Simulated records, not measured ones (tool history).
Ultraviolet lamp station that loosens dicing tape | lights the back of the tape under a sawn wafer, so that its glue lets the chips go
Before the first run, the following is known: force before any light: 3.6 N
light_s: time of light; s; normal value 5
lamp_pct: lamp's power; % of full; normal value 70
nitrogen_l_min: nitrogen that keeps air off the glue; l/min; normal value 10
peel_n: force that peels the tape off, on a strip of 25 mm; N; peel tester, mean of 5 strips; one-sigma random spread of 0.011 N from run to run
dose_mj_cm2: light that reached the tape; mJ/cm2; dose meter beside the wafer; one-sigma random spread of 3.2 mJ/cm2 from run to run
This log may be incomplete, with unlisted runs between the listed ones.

| run | hour | light_s | lamp_pct | nitrogen_l_min | peel_n | dose_mj_cm2 |
|---|---|---|---|---|---|---|
| 1 | 0 | 5 | 70 | 10 | 0.6 | 442 |
| 2 | 10.4 | 5 | 70 | 10 | 0.635 | 441 |
| 3 | 20.9 | 5 | 70 | 10 | 0.621 | 435 |
| 4 | 30.7 | 5 | 70 | 10 | 0.617 | 431 |
| 5 | 39.3 | 5 | 100 | 10 | 0.334 | 617 |
| 6 | 55.6 | 5 | 100 | 10 | 0.346 | 606 |
| 7 | 65.4 | 5 | 100 | 10 | 0.346 | 606 |
| 8 | 75.8 | 5 | 70 | 10 | 0.668 | 423 |
| 9 | 95.9 | 10 | 70 | 10 | 0.18 | 830 |
| 10 | 106.2 | 5 | 80 | 10 | 0.55 | 476 |
| 11 | 121.4 | 5 | 80 | 10 | 0.589 | 471 |
| 12 | 141.4 | 6 | 70 | 10 | 0.526 | 483 |
| 13 | 153.6 | 3 | 95 | 10 | 0.963 | 329 |
| 14 | 166.2 | 2 | 81 | 10 | 1.646 | 187 |
| 15 | 186.4 | 6 | 86 | 10 | 0.376 | 574 |
| 16 | 200.4 | 5 | 84 | 10 | 0.562 | 470 |
| 17 | 216.4 | 2 | 89 | 7 | 1.786 | 193 |
| 18 | 235.2 | 2 | 89 | 7 | 1.785 | 190 |
| 19 | 247.9 | 2 | 89 | 7 | 1.766 | 193 |
| 20 | 262.1 | 3 | 66 | 9 | 1.542 | 210 |
| 21 | 271.2 | 5 | 70 | 5 | 1.115 | 373 |
| 22 | 285.6 | 5 | 69 | 7 | 0.994 | 362 |
| 23 | 305.8 | 5 | 69 | 7 | 1.007 | 360 |

Consider 4 possible next runs. They are alternatives, not a sequence: every one starts from the tool as it was left by run 23. What does each give?
|  | 310.5 | window cleaned of glue's vapour |
| A | 324.1 | 4 | 89 | 5 | ? | ? |
|  | 310.5 | window cleaned of glue's vapour |
| B | 324.1 | 7 | 69 | 7 | ? | ? |
|  | 310.5 | window cleaned of glue's vapour |
| C | 324.1 | 5 | 65 | 12 | ? | ? |
|  | 310.5 | window cleaned of glue's vapour |
| D | 324.1 | 7 | 83 | 7 | ? | ? |

| run | peel_n | dose_mj_cm2 |
|---|---|---|
| A | 0.929 | 432 |
| B | 0.449 | 588 |
| C | 0.668 | 395 |
| D | 0.324 | 707 |
Without the tool's unlogged condition, the same runs would have read:
| run | peel_n | dose_mj_cm2 |
|---|---|---|
| A | 0.749 | 505 |
| B | 0.333 | 688 |
| C | 0.514 | 462 |
| D | 0.237 | 827 |

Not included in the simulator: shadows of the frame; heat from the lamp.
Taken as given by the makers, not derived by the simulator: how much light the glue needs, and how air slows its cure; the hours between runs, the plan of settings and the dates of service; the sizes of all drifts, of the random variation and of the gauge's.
